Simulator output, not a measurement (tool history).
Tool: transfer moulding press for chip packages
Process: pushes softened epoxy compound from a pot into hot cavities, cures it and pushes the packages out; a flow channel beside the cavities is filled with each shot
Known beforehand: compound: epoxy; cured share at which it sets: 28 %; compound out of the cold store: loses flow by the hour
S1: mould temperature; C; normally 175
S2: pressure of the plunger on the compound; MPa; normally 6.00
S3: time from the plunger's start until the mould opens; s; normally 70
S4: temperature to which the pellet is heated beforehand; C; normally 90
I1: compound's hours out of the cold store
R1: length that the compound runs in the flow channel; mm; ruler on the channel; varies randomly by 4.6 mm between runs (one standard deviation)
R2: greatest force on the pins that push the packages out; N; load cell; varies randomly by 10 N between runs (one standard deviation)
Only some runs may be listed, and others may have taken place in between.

run 1 hour=0.0 | S1=175 S2=6.00 S3=70 S4=90 | I1=11.3 | R1=677 R2=485
-- hour=25.9 cavities cleaned with cleaning compound and waxed
run 2 hour=53.6 | S1=175 S2=6.00 S3=70 S4=90 | I1=32.0 | R1=636 R2=481
run 3 hour=111.4 | S1=175 S2=6.00 S3=55 S4=90 | I1=10.9 | R1=670 R2=941
-- hour=128.3 cavities cleaned with cleaning compound and waxed
run 4 hour=169.8 | S1=175 S2=6.00 S3=70 S4=90 | I1=38.2 | R1=620 R2=478
-- hour=233.0 cavities cleaned with cleaning compound and waxed
run 5 hour=234.4 | S1=175 S2=6.00 S3=84 S4=90 | I1=41.6 | R1=622 R2=322
run 6 hour=285.4 | S1=175 S2=6.00 S3=64 S4=90 | I1=30.8 | R1=637 R2=589
run 7 hour=327.8 | S1=175 S2=6.48 S3=70 S4=90 | I1=41.8 | R1=649 R2=455
-- hour=334.7 cavities cleaned with cleaning compound and waxed
run 8 hour=411.0 | S1=175 S2=6.48 S3=70 S4=90 | I1=21.6 | R1=682 R2=470
-- hour=440.8 cavities cleaned with cleaning compound and waxed
run 9 hour=499.9 | S1=175 S2=6.48 S3=70 S4=90 | I1=39.4 | R1=635 R2=457
-- hour=541.3 cavities cleaned with cleaning compound and waxed
run 10 hour=548.8 | S1=175 S2=6.48 S3=70 S4=90 | I1=15.0 | R1=694 R2=499
run 11 hour=593.5 | S1=175 S2=6.48 S3=70 S4=90 | I1=36.7 | R1=648 R2=467
-- hour=606.5 plunger's sealing rings changed
-- hour=645.1 cavities cleaned with cleaning compound and waxed
run 12 hour=685.6 | S1=175 S2=6.00 S3=70 S4=90 | I1=41.7 | R1=625 R2=443
-- hour=750.0 cavities cleaned with cleaning compound and waxed
run 13 hour=755.5 | S1=175 S2=6.49 S3=70 S4=90 | I1=13.5 | R1=692 R2=471
-- hour=814.1 mould's thermocouples calibrated
run 14 hour=820.5 | S1=175 S2=6.49 S3=70 S4=95 | I1=13.8 | R1=695 R2=467
-- hour=852.2 cavities cleaned with cleaning compound and waxed
run 15 hour=888.5 | S1=175 S2=6.61 S3=52 S4=95 | I1=35.2 | R1=663 R2=971
-- hour=954.3 cavities cleaned with cleaning compound and waxed
run 16 hour=958.3 | S1=170 S2=6.15 S3=100 S4=87 | I1=42.6 | R1=645 R2=316
run 17 hour=995.8 | S1=170 S2=6.15 S3=100 S4=87 | I1=9.8 | R1=698 R2=334
run 18 hour=1047.9 | S1=181 S2=5.59 S3=77 S4=95 | I1=18.1 | R1=630 R2=299
-- hour=1057.7 cavities cleaned with cleaning compound and waxed
run 19 hour=1105.2 | S1=173 S2=6.24 S3=57 S4=94 | I1=10.7 | R1=688 R2=928
-- hour=1161.3 cavities cleaned with cleaning compound and waxed
run 20 hour=1184.7 | S1=175 S2=6.00 S3=70 S4=81 | I1=47.5 | R1=611 R2=457
-- hour=1267.0 cavities cleaned with cleaning compound and waxed
run 21 hour=1274.7 | S1=179 S2=6.00 S3=60 S4=90 | I1=21.2 | R1=637 R2=528
-- hour=1314.4 plunger's sealing rings changed
run 22 hour=1315.4 | S1=175 S2=6.00 S3=72 S4=99 | I1=34.8 | R1=634 R2=430
run 23 hour=1359.7 | S1=175 S2=6.00 S3=72 S4=99 | I1=46.9 | R1=610 R2=395
-- hour=1371.2 cavities cleaned with cleaning compound and waxed
run 24 hour=1428.3 | S1=180 S2=6.00 S3=71 S4=90 | I1=14.4 | R1=660 R2=351
-- hour=1474.6 cavities cleaned with cleaning compound and waxed
run 25 hour=1489.9 | S1=180 S2=6.00 S3=71 S4=90 | I1=23.5 | R1=638 R2=341
run 26 hour=1551.0 | S1=172 S2=5.25 S3=60 S4=87 | I1=36.0 | R1=602 R2=861

Measured less the same run without the tool's hidden state. The same run-to-run variation is in both; the gauge's scatter may not be:
Hidden state present: true mould temperature over the reading, C; pressure that reaches the compound, % of what is set; grip of the stained cavities, % over clean ones'; drift of the gauge itself on flow_mm, %; drift of the gauge itself on push_out_n, %.
run=1 R2=+8
run=2 R2=+3
run=3 R2=+15
run=4 R2=+4
run=5 R2=+0
run=6 R2=+7
run=7 R2=+8
run=8 R2=+7
run=9 R2=+6
run=10 R2=+1
run=11 R2=+5
run=12 R2=+4
run=13 R2=+0
run=14 R2=+7
run=15 R2=+10
run=16 R2=+1
run=17 R2=+4
run=18 R2=+5
run=19 R2=+12
run=20 R2=+3
run=21 R2=+2
run=22 R2=+5
run=23 R2=+8
run=24 R2=+5
run=25 R2=+2
run=26 R2=+14
R1: within 1 mm of the measured result in every run.
